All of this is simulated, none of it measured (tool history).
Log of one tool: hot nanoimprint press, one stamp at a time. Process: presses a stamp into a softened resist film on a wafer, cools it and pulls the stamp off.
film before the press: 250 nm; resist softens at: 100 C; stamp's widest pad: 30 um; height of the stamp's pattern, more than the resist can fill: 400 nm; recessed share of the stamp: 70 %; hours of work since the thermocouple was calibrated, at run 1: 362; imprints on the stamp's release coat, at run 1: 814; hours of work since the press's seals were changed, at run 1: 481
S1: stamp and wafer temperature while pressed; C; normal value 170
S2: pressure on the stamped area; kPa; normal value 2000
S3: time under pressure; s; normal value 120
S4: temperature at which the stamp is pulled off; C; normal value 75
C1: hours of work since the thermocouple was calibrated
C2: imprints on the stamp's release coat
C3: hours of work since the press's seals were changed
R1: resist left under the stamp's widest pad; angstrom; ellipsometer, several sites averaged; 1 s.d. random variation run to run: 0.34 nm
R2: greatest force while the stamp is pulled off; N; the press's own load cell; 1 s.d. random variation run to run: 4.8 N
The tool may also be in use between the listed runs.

run,day,S1,S2,S3,S4,C1,C2,C3,R1,R2
1,0.000,170,2000,120,75,362,814,481,957,262
2,0.592,168,2000,120,75,372,883,492,1048,255
3,1.133,168,2000,120,75,381,945,501,1047,272
4,1.508,168,2000,120,75,388,989,508,1045,277
5,2.225,168,2000,120,75,401,1072,520,1054,275
6,2.704,168,2000,120,75,409,1128,529,1041,278
7,3.321,168,2000,120,75,420,1199,539,1047,282
8,3.746,168,2000,120,75,427,1248,547,1045,284
9,4.367,180,2000,120,75,438,1320,558,625,296
10,4.829,180,2000,120,75,446,1374,566,627,282
11,5.267,180,2000,120,75,454,1425,573,621,289
12,5.712,180,2000,120,75,462,1477,581,620,293
13,6.400,178,2000,120,75,474,1556,593,675,304
14,6.771,178,2000,120,75,480,1599,600,676,293
15,7.300,170,2000,120,75,489,1661,609,949,305
16,8.125,170,2000,120,75,504,1756,623,947,303
17,8.604,178,1960,89,62,512,1812,632,769,412
18,9.242,159,1310,231,82,523,1886,643,1458,253
19,9.942,173,1950,231,82,536,1967,655,637,252
20,10.362,173,1950,231,69,543,2016,662,636,369
21,11.150,173,1950,231,69,557,2107,676,639,387
22,11.696,170,1770,120,63,566,2171,686,994,434
23,12.279,168,2000,199,75,576,2238,696,843,324
# day 12.654: plate thermocouple calibrated
24,13.046,170,2000,160,70,7,2313,707,899,391
# day 13.371: stamp cleaned and given a new release coat
25,13.975,170,2000,160,70,19,71,719,898,259
26,14.629,174,1320,120,62,30,146,731,1031,333
27,15.179,170,2000,120,66,40,210,740,1011,317
28,15.983,172,2000,120,75,54,304,754,923,249
29,16.729,175,2000,120,75,67,390,767,805,243
30,17.529,175,2000,120,75,81,483,781,807,255
31,17.996,163,3150,82,79,89,537,789,1290,231

Had the tool no unlogged condition, and each run kept its random variation, what would the results have been?
Hidden conditions of the tool in this case: true temperature over the reading, C; pressure that arrives at the usual setting, %; grip of the stamp's worn release coat, % over a new coat's; drift of the gauge itself on residual_nm, %; drift of the gauge itself on pull_off_n, %.
run,R1,R2
1,989,232
2,1085,223
3,1086,235
4,1085,237
5,1095,233
6,1083,233
7,1090,234
8,1089,233
9,649,240
10,651,227
11,645,231
12,645,232
13,703,238
14,705,228
15,995,235
16,996,231
17,805,308
18,1541,191
19,672,188
20,672,268
21,676,277
22,1053,307
23,896,230
24,884,260
25,883,256
26,1023,324
27,998,305
28,913,236
29,796,227
30,799,234
31,1271,210

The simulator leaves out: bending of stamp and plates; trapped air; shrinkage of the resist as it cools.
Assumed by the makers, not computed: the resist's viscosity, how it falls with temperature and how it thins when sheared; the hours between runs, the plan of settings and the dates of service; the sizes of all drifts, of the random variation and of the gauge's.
